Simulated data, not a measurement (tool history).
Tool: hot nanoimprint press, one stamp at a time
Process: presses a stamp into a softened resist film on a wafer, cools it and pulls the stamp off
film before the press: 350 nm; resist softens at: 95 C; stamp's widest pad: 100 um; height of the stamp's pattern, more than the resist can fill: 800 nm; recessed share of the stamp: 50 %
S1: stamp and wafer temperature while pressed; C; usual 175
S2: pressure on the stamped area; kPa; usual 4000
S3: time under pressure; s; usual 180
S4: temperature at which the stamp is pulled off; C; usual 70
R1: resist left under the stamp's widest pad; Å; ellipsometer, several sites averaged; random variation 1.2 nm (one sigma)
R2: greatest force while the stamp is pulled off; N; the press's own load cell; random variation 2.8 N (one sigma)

run,hour,S1,S2,S3,S4,R1,R2
1,0.0,175,4000,180,70,1899,145
# hour 12.1: plate thermocouple calibrated
2,39.2,175,4000,179,70,1761,146
3,84.5,175,4000,179,70,1779,144
4,134.1,175,2430,180,70,2215,146
# hour 149.3: stamp cleaned and given a new release coat
5,168.0,175,4000,180,65,1778,134
6,220.0,175,4000,180,65,1791,138
7,274.7,175,4000,109,65,2107,142
8,316.6,175,4000,109,65,2114,142
9,375.5,175,4000,109,56,2114,156
# hour 430.6: stamp cleaned and given a new release coat
10,430.6,175,4000,180,70,1816,130
11,473.6,175,4000,180,70,1821,132
12,510.4,175,4000,180,70,1826,133
13,567.9,175,4040,180,69,1828,137
14,593.4,175,6390,309,70,1205,139
15,644.0,182,4970,164,76,1382,141
16,689.1,182,5150,164,58,1363,158
# hour 713.5: stamp cleaned and given a new release coat
17,739.2,186,3870,164,58,1430,134
18,782.4,165,3170,102,61,2923,138
# hour 820.4: plate thermocouple calibrated
19,820.4,165,3170,102,61,2837,145
20,852.5,165,3170,102,61,2844,146
21,877.7,165,3170,102,61,2859,145

Some steps in R1 between neighbouring runs. How much of each would the tool show without its hidden state too (settings, what came in, random variation), and how much is left for the hidden state, with any gauge scatter that isn't in both results?
The hidden state here: true temperature over the reading, C; pressure that arrives at the usual setting, %; grip of the stamp's worn release coat, % over a new coat's; drift of the gauge itself on residual_nm, %; drift of the gauge itself on pull_off_n, %.
Run 1 -> 2: S3 180 -> 179, plate thermocouple calibrated. R1 -138 Å: hidden state -138, all else +0.
Run 13 -> 14: S2 4040 -> 6390, S3 180 -> 309, S4 69 -> 70. R1 -623 Å: hidden state -7, all else -616.
Run 17 -> 18: S1 186 -> 165, S2 3870 -> 3170, S3 164 -> 102, S4 58 -> 61. R1 +1493 Å: hidden state +12, all else +1481.
Run 18 -> 19: plate thermocouple calibrated. R1 -86 Å: hidden state -79, all else -7.

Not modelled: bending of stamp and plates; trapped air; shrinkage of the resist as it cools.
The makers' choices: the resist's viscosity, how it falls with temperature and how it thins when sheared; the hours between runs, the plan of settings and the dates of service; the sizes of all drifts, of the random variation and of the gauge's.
